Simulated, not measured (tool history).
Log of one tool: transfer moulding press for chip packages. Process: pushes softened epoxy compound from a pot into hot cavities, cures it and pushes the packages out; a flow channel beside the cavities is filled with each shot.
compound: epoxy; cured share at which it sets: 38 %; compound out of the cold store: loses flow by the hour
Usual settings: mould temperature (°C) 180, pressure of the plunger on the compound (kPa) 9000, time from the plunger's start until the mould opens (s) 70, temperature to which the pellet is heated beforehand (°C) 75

| run | hour | mould temperature (°C) | pressure of the plunger on the compound (kPa) | time from the plunger's start until the mould opens (s) | temperature to which the pellet is heated beforehand (°C) | incoming compound's hours out of the cold store | length that the compound runs in the flow channel (mm) | greatest force on the pins that push the packages out (N) |
|---|---|---|---|---|---|---|---|---|
| 1 | 0.0 | 180 | 9000 | 70 | 75 | 28.8 | 661 | 315 |
| 2 | 6.8 | 180 | 9000 | 70 | 75 | 13.7 | 703 | 413 |
| 3 | 19.7 | 180 | 9000 | 70 | 75 | 36.4 | 648 | 465 |
|  | 30.8 | cavities cleaned with cleaning compound and waxed |
| 4 | 30.9 | 180 | 9000 | 70 | 75 | 9.4 | 711 | 284 |
| 5 | 46.0 | 180 | 9000 | 70 | 75 | 23.7 | 680 | 436 |
| 6 | 54.9 | 180 | 9000 | 70 | 75 | 25.7 | 677 | 504 |
|  | 64.6 | cavities cleaned with cleaning compound and waxed |
| 7 | 65.9 | 180 | 9000 | 70 | 75 | 36.9 | 644 | 291 |
| 8 | 80.4 | 180 | 9000 | 70 | 75 | 22.4 | 678 | 434 |
| 9 | 91.7 | 180 | 9000 | 70 | 84 | 30.8 | 662 | 509 |
|  | 97.9 | cavities cleaned with cleaning compound and waxed |
| 10 | 105.3 | 180 | 9000 | 70 | 84 | 34.0 | 652 | 367 |
| 11 | 119.6 | 180 | 9000 | 70 | 84 | 24.3 | 669 | 503 |
|  | 131.8 | cavities cleaned with cleaning compound and waxed |
| 12 | 134.1 | 180 | 9000 | 70 | 67 | 34.1 | 642 | 305 |
| 13 | 148.7 | 180 | 9000 | 70 | 67 | 17.1 | 685 | 474 |
|  | 164.8 | cavities cleaned with cleaning compound and waxed |
| 14 | 166.0 | 172 | 8540 | 72 | 67 | 39.0 | 627 | 429 |
| 15 | 177.7 | 172 | 8540 | 72 | 67 | 19.9 | 671 | 689 |
| 16 | 186.5 | 172 | 8540 | 72 | 82 | 41.6 | 618 | 709 |
|  | 197.8 | cavities cleaned with cleaning compound and waxed |
| 17 | 199.9 | 180 | 9000 | 54 | 75 | 31.3 | 653 | 539 |
| 18 | 214.4 | 180 | 7050 | 88 | 75 | 42.5 | 556 | 354 |
| 19 | 225.2 | 180 | 9000 | 70 | 75 | 9.3 | 692 | 547 |
|  | 232.1 | cavities cleaned with cleaning compound and waxed |
| 20 | 237.7 | 180 | 9000 | 70 | 75 | 22.7 | 672 | 351 |
| 21 | 244.8 | 180 | 9000 | 70 | 78 | 8.1 | 688 | 434 |
| 22 | 254.0 | 180 | 9000 | 70 | 78 | 22.7 | 662 | 488 |
|  | 265.2 | cavities cleaned with cleaning compound and waxed |
| 23 | 265.7 | 180 | 7690 | 96 | 83 | 29.5 | 595 | 201 |
| 24 | 274.0 | 180 | 7690 | 96 | 83 | 33.2 | 594 | 279 |
| 25 | 283.8 | 180 | 7690 | 96 | 83 | 43.1 | 574 | 351 |
| 26 | 290.6 | 175 | 7690 | 59 | 83 | 36.0 | 591 | 996 |

4 ways to go on from here, each from the tool as it stands after run 26. What would each give?
|  | 298.2 | cavities cleaned with cleaning compound and waxed |
| A | 305.3 | 174 | 7690 | 100 | 76 | 35.6 | ? | ? |
|  | 298.2 | cavities cleaned with cleaning compound and waxed |
| B | 305.3 | 183 | 8730 | 59 | 68 | 30.4 | ? | ? |
|  | 298.2 | cavities cleaned with cleaning compound and waxed |
| C | 305.3 | 175 | 8670 | 59 | 83 | 38.8 | ? | ? |
|  | 298.2 | cavities cleaned with cleaning compound and waxed |
| D | 305.3 | 183 | 9000 | 70 | 83 | 31.0 | ? | ? |

| run | length that the compound runs in the flow channel (mm) | greatest force on the pins that push the packages out (N) |
|---|---|---|
| A | 590 | 289 |
| B | 630 | 463 |
| C | 622 | 701 |
| D | 634 | 324 |
Without the tool's hidden state the same runs would have given:
| run | length that the compound runs in the flow channel (mm) | greatest force on the pins that push the packages out (N) |
|---|---|---|
| A | 619 | 208 |
| B | 661 | 336 |
| C | 652 | 509 |
| D | 664 | 233 |

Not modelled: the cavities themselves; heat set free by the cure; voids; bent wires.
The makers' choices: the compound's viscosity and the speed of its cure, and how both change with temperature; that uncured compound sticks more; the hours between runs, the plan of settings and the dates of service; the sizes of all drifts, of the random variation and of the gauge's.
